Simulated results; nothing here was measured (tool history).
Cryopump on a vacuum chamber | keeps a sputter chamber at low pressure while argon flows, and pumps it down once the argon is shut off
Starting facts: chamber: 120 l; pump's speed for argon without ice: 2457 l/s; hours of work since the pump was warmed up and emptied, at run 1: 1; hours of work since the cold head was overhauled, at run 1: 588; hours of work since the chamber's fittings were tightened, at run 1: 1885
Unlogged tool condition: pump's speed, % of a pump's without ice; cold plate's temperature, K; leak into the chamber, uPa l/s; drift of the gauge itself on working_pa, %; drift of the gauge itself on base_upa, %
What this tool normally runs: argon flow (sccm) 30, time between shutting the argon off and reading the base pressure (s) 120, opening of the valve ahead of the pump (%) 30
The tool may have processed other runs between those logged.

run   hour  argon flow (sccm)  time between shutting the argon off and reading the base pressure (s)  opening of the valve ahead of the pump (%)  hours of work since the pump was warmed up and emptied  hours of work since the cold head was overhauled  hours of work since the chamber's fittings were tightened  pressure while argon flows (Pa)  pressure after the wait (uPa)
  1    0.0                 30                                                                    120                                          30                                                       1                                               588                                                       1885                           0.0685                           1.21
  2   27.3                 30                                                                    120                                          30                                                      23                                               610                                                       1907                           0.0684                           1.19
  3   56.2                 30                                                                    120                                          30                                                      47                                               633                                                       1930                           0.0702                           1.24
  4   81.5                 30                                                                    120                                          30                                                      67                                               653                                                       1950                           0.0693                           1.28
  5  103.3                 30                                                                    120                                          30                                                      85                                               671                                                       1968                           0.0703                           1.26
  6  134.4                 30                                                                    235                                          30                                                     110                                               696                                                       1993                           0.0705                           1.24
  7  159.9                 30                                                                    235                                          40                                                     130                                               716                                                       2013                           0.0528                           1.20
  8  177.3                 15                                                                    120                                          30                                                     144                                               730                                                       2027                           0.0349                           1.38
  9  193.3                 15                                                                    120                                          30                                                     157                                               743                                                       2040                           0.0354                           1.36
 10  226.2                 15                                                                    120                                          30                                                     184                                               770                                                       2067                           0.0352                           1.42
 11  244.6                 15                                                                    120                                          30                                                     198                                               785                                                       2082                           0.0356                           1.42
 12  265.1                 30                                                                    120                                          30                                                     215                                               801                                                       2098                           0.0718                           1.37
 13  293.6                 30                                                                    120                                          30                                                     238                                               824                                                       2121                           0.0724                           1.42
 14  326.5                 30                                                                    120                                          30                                                     264                                               851                                                       2148                           0.0724                           1.47
 15  342.8                 30                                                                    120                                          30                                                     277                                               864                                                       2161                           0.0719                           1.49
 16  364.7                 30                                                                     55                                          30                                                     295                                               881                                                       2178                           0.0731                           1.68
 17  386.4                 30                                                                    120                                          30                                                     313                                               899                                                       2196                           0.0734                           1.54
 18  409.6                 30                                                                     33                                          16                                                     331                                               917                                                       2215                           0.1327                           2.02
 19  427.4                 44                                                                    120                                          34                                                     346                                               932                                                       2229                           0.0953                           1.54
 20  458.2                 44                                                                    120                                          34                                                     370                                               957                                                       2254                           0.0966                           1.65
 21  476.1                 44                                                                    120                                          34                                                     385                                               971                                                       2268                           0.0974                           1.60
 22  492.2                 33                                                                     21                                          30                                                     398                                               984                                                       2281                           0.0820                           2.46
 23  511.1                 18                                                                    163                                          20                                                     413                                               999                                                       2296                           0.0661                           1.64
 24  532.5                 18                                                                     93                                          20                                                     430                                              1016                                                       2313                           0.0655                           1.76
 25  563.5                 18                                                                     93                                          20                                                     455                                              1041                                                       2338                           0.0656                           1.82
 26  584.6                 18                                                                     93                                          20                                                     472                                              1058                                                       2355                           0.0673                           1.86

What will run 27 give?
 27  605.8                 13                                                                    150                                          32                                                     489                                              1075                                                       2373                                ?                              ?

{"run 27": {"pressure while argon flows (Pa)": 0.0309, "pressure after the wait (uPa)": 1.83}}
Minus the tool's unlogged condition, the same run would have read pressure while argon flows (Pa) 0.0276, pressure after the wait (uPa) 0.29.

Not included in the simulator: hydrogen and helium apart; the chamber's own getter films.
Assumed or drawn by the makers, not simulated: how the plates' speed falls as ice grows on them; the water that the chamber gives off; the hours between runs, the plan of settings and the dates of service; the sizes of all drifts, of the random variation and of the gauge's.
